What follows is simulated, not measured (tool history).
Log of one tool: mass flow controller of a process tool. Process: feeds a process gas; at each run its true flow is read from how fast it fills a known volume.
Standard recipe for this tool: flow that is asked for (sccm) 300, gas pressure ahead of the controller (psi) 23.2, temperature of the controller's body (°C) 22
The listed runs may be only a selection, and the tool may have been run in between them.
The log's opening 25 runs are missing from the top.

run	day	flow that is asked for (sccm)	gas pressure ahead of the controller (psi)	temperature of the controller's body (°C)	hours of work since the controller was set to zero	hours of work since the controller was changed	true flow (%)
26	91.608	244	23.2	22	457	2103	98.22
27	94.642	300	23.2	24	513	2159	98.45
28	99.388	166	39.3	39	601	2247	98.99
29	101.654	282	26.8	20	643	2289	98.07
30	107.042	150	28.3	23	742	2388	97.76
31	110.308	300	33.5	28	803	2449	98.59
32	115.238	238	22.3	33	894	2540	98.97
33	118.879	154	32.5	29	962	2608	97.96
34	121.529	154	32.5	29	1011	2657	97.91
35	123.875	60	23.2	23	1054	2700	96.90
36	126.146	60	23.2	23	1096	2742	96.76
37	130.242	177	23.2	22	1172	2818	97.69
38	135.042	177	23.2	22	1261	2907	97.64
39	139.888	177	23.2	22	1351	2996	97.43
40	144.975	73	39.5	21	1445	3091	96.02
41	147.917	111	32.6	22	1499	3145	96.64
42	153.017	300	34.5	40	1594	3240	99.00
43	155.762	273	22.2	23	1645	3290	97.75
44	159.167	65	39.9	32	1708	3353	96.54
45	163.058	65	39.9	32	1780	3425	96.43
46	167.879	65	39.9	32	1869	3515	96.26
47	173.142	75	23.2	22	1966	3612	96.13
48	177.308	156	22.5	35	2043	3689	97.99

Consider 3 possible next runs. They are alternatives, not a sequence: every one starts from the tool as it was left by run 48. What does each give?
A	180.579	67	22.5	22	2104	3750	?
B	180.579	411	24.5	32	2104	3750	?
C	180.579	156	22.5	28	2104	3750	?

run	true flow (%)
A	95.71
B	98.55
C	97.42
Stripped of hidden state, with their random variation kept, the same runs would have yielded:
run	true flow (%)
A	99.20
B	100.52
C	99.88
